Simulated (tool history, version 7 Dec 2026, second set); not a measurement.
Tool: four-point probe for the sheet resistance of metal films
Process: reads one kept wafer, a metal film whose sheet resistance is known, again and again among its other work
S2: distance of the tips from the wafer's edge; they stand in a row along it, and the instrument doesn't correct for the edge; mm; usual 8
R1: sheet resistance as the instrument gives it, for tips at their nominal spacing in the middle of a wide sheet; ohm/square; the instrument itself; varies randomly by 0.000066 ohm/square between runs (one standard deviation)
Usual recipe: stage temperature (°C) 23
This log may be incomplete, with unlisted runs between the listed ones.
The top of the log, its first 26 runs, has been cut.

run 27 hour=351.8 | stage_temperature_(°C)=18 S2=3 | R1=0.337087
run 28 hour=369.1 | stage_temperature_(°C)=23 S2=42 | R1=0.330710
run 29 hour=381.3 | stage_temperature_(°C)=18 S2=4 | R1=0.333709
run 30 hour=392.2 | stage_temperature_(°C)=18 S2=4 | R1=0.333641
run 31 hour=406.8 | stage_temperature_(°C)=18 S2=4 | R1=0.333635
run 32 hour=420.8 | stage_temperature_(°C)=21 S2=24 | R1=0.330091
run 33 hour=438.0 | stage_temperature_(°C)=23 S2=26 | R1=0.330619
run 34 hour=447.4 | stage_temperature_(°C)=23 S2=26 | R1=0.330614
run 35 hour=464.1 | stage_temperature_(°C)=34 S2=73 | R1=0.333161
run 36 hour=473.8 | stage_temperature_(°C)=22 S2=9 | R1=0.331075
run 37 hour=483.0 | stage_temperature_(°C)=34 S2=8 | R1=0.334325
run 38 hour=493.7 | stage_temperature_(°C)=23 S2=11 | R1=0.330912
run 39 hour=501.2 | stage_temperature_(°C)=25 S2=44 | R1=0.330765
run 40 hour=509.3 | stage_temperature_(°C)=25 S2=44 | R1=0.330877
run 41 hour=521.4 | stage_temperature_(°C)=27 S2=8 | R1=0.332476
run 42 hour=533.9 | stage_temperature_(°C)=22 S2=4 | R1=0.334530
run 43 hour=551.0 | stage_temperature_(°C)=23 S2=7 | R1=0.331718
run 44 hour=560.2 | stage_temperature_(°C)=27 S2=44 | R1=0.331156

Here are 3 independent what-if runs from the current tool condition. What would each one return?
run A hour=567.9 | stage_temperature_(°C)=21 S2=22 | R1=?
run B hour=567.9 | stage_temperature_(°C)=20 S2=39 | R1=?
run C hour=567.9 | stage_temperature_(°C)=32 S2=44 | R1=?

run=A R1=0.329891
run=B R1=0.329545
run=C R1=0.332523
Stripped of hidden state, with their random variation kept, the same runs would have yielded:
run=A R1=0.330682
run=B R1=0.330336
run=C R1=0.333313

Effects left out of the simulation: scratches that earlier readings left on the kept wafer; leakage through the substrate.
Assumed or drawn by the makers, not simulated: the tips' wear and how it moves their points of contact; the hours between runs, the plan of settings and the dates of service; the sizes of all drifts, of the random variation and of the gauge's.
